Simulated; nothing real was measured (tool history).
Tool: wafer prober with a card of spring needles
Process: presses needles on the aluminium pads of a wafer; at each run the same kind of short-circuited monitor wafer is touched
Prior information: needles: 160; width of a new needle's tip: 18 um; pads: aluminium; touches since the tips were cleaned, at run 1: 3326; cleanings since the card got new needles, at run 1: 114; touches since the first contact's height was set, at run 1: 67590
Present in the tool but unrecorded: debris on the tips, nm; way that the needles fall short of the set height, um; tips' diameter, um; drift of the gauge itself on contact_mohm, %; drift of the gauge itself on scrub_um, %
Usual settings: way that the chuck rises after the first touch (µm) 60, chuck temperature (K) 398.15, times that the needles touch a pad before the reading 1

run    day  way that the chuck rises after the first touch (µm)  chuck temperature (K)  times that the needles touch a pad before the reading  touches since the tips were cleaned  cleanings since the card got new needles  touches since the first contact's height was set  resistance of one needle with its contact and lead (mohm)  way that a needle slides on the pad (µm)
  1  0.000                                                   60                 398.15                                                      1                                 3326                                       114                                             67590                                                        316                                      8.65
     0.083  -- tips cleaned on abrasive film
     0.442  -- tips cleaned on abrasive film
     0.812  -- tips cleaned on abrasive film
  2  1.004                                                   69                 398.15                                                      1                                 2119                                       117                                             78538                                                        288                                      9.96
     1.150  -- tips cleaned on abrasive film
     1.525  -- tips cleaned on abrasive film
  3  1.646                                                   60                 398.15                                                      2                                 1368                                       119                                             85581                                                        279                                      8.61
     1.854  -- tips cleaned on abrasive film
     2.196  -- tips cleaned on abrasive film
  4  2.196                                                   60                 398.15                                                      2                                    0                                       121                                             91575                                                        255                                      8.58
     2.558  -- tips cleaned on abrasive film
     2.933  -- tips cleaned on abrasive film
  5  3.242                                                   60                 398.15                                                      2                                 3423                                       123                                            103028                                                        290                                      8.57
     3.325  -- tips cleaned on abrasive film
     3.692  -- tips cleaned on abrasive film
     4.058  -- tips cleaned on abrasive film
     4.438  -- tips cleaned on abrasive film
  6  4.454                                                   60                 329.15                                                      1                                  209                                       127                                            116276                                                        252                                      8.53
     4.825  -- tips cleaned on abrasive film
     5.196  -- tips cleaned on abrasive film
  7  5.404                                                   66                 349.15                                                      1                                 2322                                       129                                            126678                                                        291                                      9.39
     5.562  -- tips cleaned on abrasive film
     5.892  -- tips cleaned on abrasive film
     6.258  -- tips cleaned on abrasive film
  8  6.354                                                   66                 349.15                                                      1                                 1062                                       132                                            137044                                                        274                                      9.40

Run 9 comes next. What will it give?
     6.583  -- tips cleaned on abrasive film
     6.958  -- tips cleaned on abrasive film
  9  7.133                                                   66                 349.15                                                      1                                 1927                                       134                                            145583                                                          ?                                         ?

resistance of one needle with its contact and lead (mohm): 291
way that a needle slides on the pad (µm): 9.39
Minus the tool's unlogged condition, the same run would have read resistance of one needle with its contact and lead (mohm) 240, way that a needle slides on the pad (µm) 9.67.

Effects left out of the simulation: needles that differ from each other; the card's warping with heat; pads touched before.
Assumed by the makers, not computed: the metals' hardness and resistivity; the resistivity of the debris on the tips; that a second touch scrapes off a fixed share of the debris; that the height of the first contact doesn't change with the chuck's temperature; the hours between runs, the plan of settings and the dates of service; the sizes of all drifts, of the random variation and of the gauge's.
